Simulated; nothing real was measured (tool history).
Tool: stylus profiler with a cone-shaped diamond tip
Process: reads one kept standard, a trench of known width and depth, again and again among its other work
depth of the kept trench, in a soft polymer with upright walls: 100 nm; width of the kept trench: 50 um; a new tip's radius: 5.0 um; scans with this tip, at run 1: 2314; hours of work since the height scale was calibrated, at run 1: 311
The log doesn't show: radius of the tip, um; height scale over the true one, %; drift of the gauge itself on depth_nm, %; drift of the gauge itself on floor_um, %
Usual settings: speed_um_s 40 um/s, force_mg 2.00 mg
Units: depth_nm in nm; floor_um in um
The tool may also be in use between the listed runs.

run	hour	speed_um_s	force_mg	scans with this tip	hours of work since the height scale was calibrated	depth_nm	floor_um
1	0.0	40	2.00	2314	311	101.18	47.72
2	131.8	38	2.00	2795	376	101.22	47.70
3	209.7	38	2.00	3080	414	101.19	47.76
4	344.0	40	2.00	3571	480	101.07	47.73
5	426.0	40	2.00	3870	520	101.13	47.65
6	509.9	40	0.99	4177	561	100.71	47.52
7	627.8	33	2.00	4607	619	101.07	47.62
8	718.7	33	2.00	4939	664	101.01	47.71
9	828.0	40	2.14	5338	718	101.11	47.63
10	968.3	40	2.14	5851	787	101.05	47.65
11	1106.7	40	1.92	6356	855	100.93	47.63
12	1176.8	40	1.92	6612	889	101.01	47.64
13	1241.2	40	1.92	6848	921	100.98	47.62
14	1325.5	26	2.00	7156	962	100.87	47.66
15	1422.1	26	2.00	7508	1009	100.87	47.68
16	1568.8	26	2.00	8044	1081	100.92	47.62
17	1671.5	26	2.00	8419	1132	100.91	47.66
18	1782.7	26	2.00	8825	1186	100.83	47.65
19	1878.0	95	3.99	9173	1233	101.73	47.37
20	1954.4	51	1.15	9452	1271	100.46	47.41
21	2077.1	51	4.04	9901	1331	101.69	47.61
22	2197.3	18	2.21	10340	1390	100.89	47.64
23	2264.9	18	2.21	10587	1423	100.95	47.72
# hour 2272.3: height scale calibrated on a step standard
24	2399.7	29	0.68	11077	63	100.77	47.50
25	2532.0	94	0.70	11560	128	100.65	46.90
26	2643.3	105	4.52	11967	182	102.19	47.33
27	2718.2	13	1.04	12241	219	100.67	47.56
28	2820.3	127	1.04	12613	269	100.79	46.80
29	2914.0	127	1.04	12956	315	100.70	46.75
30	3001.7	90	2.64	13276	358	101.36	47.28
31	3127.0	73	5.99	13734	420	102.60	47.40
32	3208.2	73	5.99	14030	460	102.55	47.43
33	3311.4	23	3.06	14407	510	101.64	47.52
34	3440.1	26	1.66	14877	573	101.03	47.50
35	3566.1	33	0.92	15337	635	100.50	47.33
36	3682.4	50	1.96	15762	692	101.06	47.39

Measured less the same run without the tool's hidden state. The same run-to-run variation is in both; the gauge's scatter may not be:
run	depth_nm	floor_um
1	-0.11	-0.09
2	-0.13	-0.09
3	-0.14	-0.11
4	-0.17	-0.12
5	-0.18	-0.12
6	-0.19	-0.12
7	-0.22	-0.14
8	-0.24	-0.14
9	-0.25	-0.15
10	-0.28	-0.16
11	-0.30	-0.17
12	-0.31	-0.17
13	-0.32	-0.19
14	-0.33	-0.19
15	-0.35	-0.19
16	-0.38	-0.21
17	-0.40	-0.21
18	-0.42	-0.22
19	-0.44	-0.23
20	-0.44	-0.23
21	-0.47	-0.24
22	-0.49	-0.25
23	-0.50	-0.25
24	-0.03	-0.27
25	-0.05	-0.28
26	-0.07	-0.29
27	-0.08	-0.29
28	-0.10	-0.29
29	-0.12	-0.30
30	-0.14	-0.31
31	-0.15	-0.33
32	-0.17	-0.33
33	-0.18	-0.33
34	-0.20	-0.35
35	-0.23	-0.35
36	-0.25	-0.36
